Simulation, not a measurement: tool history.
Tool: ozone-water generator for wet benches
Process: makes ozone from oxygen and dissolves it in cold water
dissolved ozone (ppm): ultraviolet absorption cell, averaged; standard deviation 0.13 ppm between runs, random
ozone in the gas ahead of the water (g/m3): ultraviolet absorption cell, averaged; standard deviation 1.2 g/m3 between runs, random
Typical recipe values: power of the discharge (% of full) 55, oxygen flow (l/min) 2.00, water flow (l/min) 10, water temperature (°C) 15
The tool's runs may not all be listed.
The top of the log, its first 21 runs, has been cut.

run    hour  power of the discharge (% of full)  oxygen flow (l/min)  water flow (l/min)  water temperature (°C)  hours of work since the electrodes were changed  hours of work since the contactor was cleaned  hours of work since the thermometer was calibrated  dissolved ozone (ppm)  ozone in the gas ahead of the water (g/m3)
     3156.3  -- water thermometer calibrated
 22  3209.3                                  55                 1.51                  10                      15                                             4387                                           3636                                                  38                   12.7                                       222.1
 23  3390.4                                  55                 1.51                  10                       8                                             4518                                           3766                                                 169                   13.4                                       219.4
 24  3516.7                                  50                 1.51                  10                      13                                             4609                                           3858                                                 260                   12.0                                       207.7
 25  3719.8                                  50                 1.51                  10                      13                                             4755                                           4004                                                 406                   12.1                                       207.7
 26  3925.5                                  50                 1.51                  10                      13                                             4904                                           4152                                                 555                   12.1                                       207.6
 27  4017.5                                  50                 2.17                  10                      16                                             4970                                           4219                                                 621                   11.8                                       165.0
 28  4117.0                                  50                 2.17                  10                      16                                             5042                                           4291                                                 693                   11.7                                       165.2
 29  4246.5                                  55                 2.00                  15                      13                                             5135                                           4384                                                 786                    8.0                                       181.5
 30  4399.3                                  93                 1.52                  10                      15                                             5245                                           4494                                                 897                   16.9                                       300.2
 31  4581.1                                  55                 2.48                  10                      15                                             5377                                           4625                                                1028                   12.3                                       158.7
 32  4757.9                                  55                 2.00                  10                      17                                             5504                                           4753                                                1155                   12.0                                       180.7

Forecast each of these 5 alternatives for the next run:
  A  4927.7                                  55                 1.88                  10                      15                                             5627                                           4875                                                1278                      ?                                           ?
  B  4927.7                                  55                 2.00                   9                      15                                             5627                                           4875                                                1278                      ?                                           ?
  C  4927.7                                  55                 2.68                  10                      11                                             5627                                           4875                                                1278                      ?                                           ?
  D  4927.7                                  46                 2.00                  10                      17                                             5627                                           4875                                                1278                      ?                                           ?
  E  4927.7                                  55                 2.00                   8                      18                                             5627                                           4875                                                1278                      ?                                           ?

run  dissolved ozone (ppm)  ozone in the gas ahead of the water (g/m3)
  A                   12.1                                       187.2
  B                   13.7                                       180.4
  C                   12.9                                       148.4
  D                   10.7                                       161.4
  E                   15.1                                       181.0
What these runs would have given with no unlogged condition in the tool:
run  dissolved ozone (ppm)  ozone in the gas ahead of the water (g/m3)
  A                   14.6                                       217.9
  B                   16.5                                       209.8
  C                   15.6                                       172.6
  D                   12.6                                       183.8
  E                   18.2                                       210.5
